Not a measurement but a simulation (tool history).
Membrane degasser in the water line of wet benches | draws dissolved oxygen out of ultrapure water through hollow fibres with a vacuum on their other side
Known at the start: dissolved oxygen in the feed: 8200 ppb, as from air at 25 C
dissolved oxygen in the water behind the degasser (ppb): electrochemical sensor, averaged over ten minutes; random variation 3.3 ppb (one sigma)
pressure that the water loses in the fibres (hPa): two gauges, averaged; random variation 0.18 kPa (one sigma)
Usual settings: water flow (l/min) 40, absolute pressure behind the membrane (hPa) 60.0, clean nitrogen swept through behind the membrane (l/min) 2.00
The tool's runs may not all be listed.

run	hour	water flow (l/min)	absolute pressure behind the membrane (hPa)	clean nitrogen swept through behind the membrane (l/min)	dissolved oxygen in the water behind the degasser (ppb)	pressure that the water loses in the fibres (hPa)
1	0.0	40	60.0	2.00	330.8	309.3
2	116.4	40	60.0	2.00	328.7	306.1
3	231.9	40	60.0	1.80	338.1	305.2
4	351.3	40	76.3	2.00	402.0	303.5
5	456.2	34	60.0	2.00	234.7	262.7
6	523.6	40	60.0	2.00	332.2	306.4
7	578.1	28	60.0	2.00	149.3	214.0
8	661.2	40	123.7	1.31	740.2	303.7
9	745.6	27	38.1	0.99	88.2	207.0
10	858.9	40	107.5	5.98	322.0	308.7
11	972.5	62	63.4	2.83	770.1	474.5
12	1031.6	25	97.6	1.63	258.5	193.9
13	1102.7	25	37.7	2.66	51.0	192.9
14	1191.3	25	37.7	2.66	51.5	192.2

5 ways to go on from here, each from the tool as it stands after run 14. What would each give?
A	1249.6	57	95.6	2.60	?	?
B	1249.6	40	41.2	2.00	?	?
C	1249.6	40	89.3	1.35	?	?
D	1249.6	44	37.7	1.16	?	?
E	1249.6	40	94.3	2.00	?	?

run	dissolved oxygen in the water behind the degasser (ppb)	pressure that the water loses in the fibres (hPa)
A	803.9	440.2
B	251.5	308.0
C	550.4	309.8
D	316.9	337.5
E	472.1	309.3
Without the tool's hidden state the same runs would have given:
run	dissolved oxygen in the water behind the degasser (ppb)	pressure that the water loses in the fibres (hPa)
A	803.7	434.5
B	251.4	304.0
C	550.2	305.9
D	316.7	333.1
E	472.0	305.3

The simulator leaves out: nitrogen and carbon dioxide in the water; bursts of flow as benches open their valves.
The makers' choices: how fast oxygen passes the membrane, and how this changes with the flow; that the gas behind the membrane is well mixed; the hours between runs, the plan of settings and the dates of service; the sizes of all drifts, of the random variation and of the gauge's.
